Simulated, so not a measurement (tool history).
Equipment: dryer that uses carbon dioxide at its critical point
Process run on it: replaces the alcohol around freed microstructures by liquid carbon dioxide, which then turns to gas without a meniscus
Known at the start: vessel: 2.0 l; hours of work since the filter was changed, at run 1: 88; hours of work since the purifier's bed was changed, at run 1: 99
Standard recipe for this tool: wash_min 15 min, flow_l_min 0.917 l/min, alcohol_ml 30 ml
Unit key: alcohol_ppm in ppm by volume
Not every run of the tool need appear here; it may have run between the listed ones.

run   hour  wash_min  flow_l_min  alcohol_ml  hours of work since the filter was changed  hours of work since the purifier's bed was changed  alcohol_ppm
  1    0.0        15       0.917          30                                          88                                                  99           48
  2    8.8        15       0.917          30                                          94                                                 104           39
  3   25.3        15       0.917          30                                         103                                                 114           46
  4   36.9        15       0.917          30                                         110                                                 120           36
  5   50.3        15       0.917          30                                         117                                                 128           54
  6   62.6        15       0.917          82                                         125                                                 135           95
  7   75.7        15       1.246          30                                         132                                                 143           15
  8   88.5        15       1.246          30                                         140                                                 150           21
  9   98.5        10       1.246          30                                         145                                                 156           71
 10  114.7        10       1.246          30                                         155                                                 165           76
 11  126.7        10       0.828          30                                         162                                                 172          395
 12  133.7        10       0.828          30                                         166                                                 176          390
 13  149.6        10       0.828          30                                         175                                                 185          396
 14  165.5        15       0.917          54                                         184                                                 194           98
 15  173.3        15       0.917          54                                         188                                                 199           84
     190.2  -- inlet filter changed
 16  190.2        15       0.917          54                                           0                                                 208           69
 17  204.0        15       0.917          54                                           8                                                 216           78
 18  216.1        11       0.917          30                                          15                                                 223          168
 19  226.3        11       0.917          30                                          21                                                 229          171
 20  234.1        23       1.139          77                                          25                                                 234           26
 21  246.4        23       0.917          30                                          32                                                 241           26
 22  258.2        23       0.917          30                                          39                                                 247           41
 23  270.8        15       0.861          98                                          46                                                 255          157

Alternative continuations, all from the tool just after run 23; predict every row:
  A  279.4        14       1.092          49                                          51                                                 260            ?
  B  279.4        15       0.861          22                                          51                                                 260            ?
  C  279.4        10       0.574          57                                          51                                                 260            ?
  D  279.4        23       0.861         104                                          51                                                 260            ?

run  alcohol_ppm
  A           58
  B           72
  C         2193
  D           47
With the hidden condition removed and each run's random variation left untouched, the same runs would have given:
run  alcohol_ppm
  A           25
  B           39
  C         2059
  D           16
